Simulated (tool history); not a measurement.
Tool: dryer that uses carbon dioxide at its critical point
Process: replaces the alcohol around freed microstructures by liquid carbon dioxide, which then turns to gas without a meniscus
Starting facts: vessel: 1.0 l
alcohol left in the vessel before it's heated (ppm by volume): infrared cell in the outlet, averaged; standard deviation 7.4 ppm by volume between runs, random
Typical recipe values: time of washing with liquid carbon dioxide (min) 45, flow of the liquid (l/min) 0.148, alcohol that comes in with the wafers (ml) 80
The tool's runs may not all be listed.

run	hour	time of washing with liquid carbon dioxide (min)	flow of the liquid (l/min)	alcohol that comes in with the wafers (ml)	alcohol left in the vessel before it's heated (ppm by volume)
1	0	45	0.148	80	900
2	22.2	45	0.148	80	957
3	37.5	45	0.148	80	991
# hour 41.1: inlet filter changed
4	55.5	45	0.148	80	448
5	75	45	0.148	80	462
6	97.8	45	0.148	80	475
7	114.8	45	0.148	80	489
8	128.1	45	0.148	80	495
9	141.2	45	0.148	80	504
10	159.9	45	0.148	80	529
11	173.4	45	0.148	35	262
12	185.4	45	0.118	35	688
13	201.3	45	0.118	35	710
14	212.7	45	0.118	35	745
15	230.2	45	0.118	35	779
16	252.4	45	0.148	80	656
17	272.7	45	0.148	80	670
18	294.3	43	0.126	87	1819
19	307.6	54	0.148	73	290
20	326.1	45	0.15	77	684
21	343.5	45	0.15	77	690
22	357.8	45	0.15	77	709
23	375.3	33	0.148	23	809
24	398.3	54	0.11	26	522
25	414.7	30	0.104	52	6125
26	427.9	56	0.104	55	1185
27	441.7	34	0.205	68	604
28	464	51	0.205	68	142
29	488.6	45	0.135	88	1614
# hour 510: inlet filter changed
30	510	37	0.148	50	703
31	529.1	46	0.189	51	152
32	549.7	46	0.23	51	122
33	569.3	46	0.137	51	482

For some of the steps in alcohol left in the vessel before it's heated (ppm by volume) from one run to the next: how much would appear even if the tool had no hidden state, given the settings, what came in and random variation, and how much remains for the hidden state plus any gauge scatter that the measured result and the result without hidden state don't share?
Hidden state present: flow that reaches the vessel past the clogged filter, %; alcohol in the recycled carbon dioxide, ppm; drift of the gauge itself on alcohol_ppm, %.
Run 18 -> 19: time of washing with liquid carbon dioxide (min) 43 -> 54, flow of the liquid (l/min) 0.126 -> 0.148, alcohol that comes in with the wafers (ml) 87 -> 73. alcohol left in the vessel before it's heated (ppm by volume) -1529: hidden state -497, all else -1032.
Run 24 -> 25: time of washing with liquid carbon dioxide (min) 54 -> 30, flow of the liquid (l/min) 0.11 -> 0.104, alcohol that comes in with the wafers (ml) 26 -> 52. alcohol left in the vessel before it's heated (ppm by volume) +5603: hidden state +1595, all else +4008.
Run 25 -> 26: time of washing with liquid carbon dioxide (min) 30 -> 56, alcohol that comes in with the wafers (ml) 52 -> 55. alcohol left in the vessel before it's heated (ppm by volume) -4940: hidden state -1259, all else -3681.
Run 29 -> 30: time of washing with liquid carbon dioxide (min) 45 -> 37, flow of the liquid (l/min) 0.135 -> 0.148, alcohol that comes in with the wafers (ml) 88 -> 50, inlet filter changed. alcohol left in the vessel before it's heated (ppm by volume) -911: hidden state -855, all else -56.
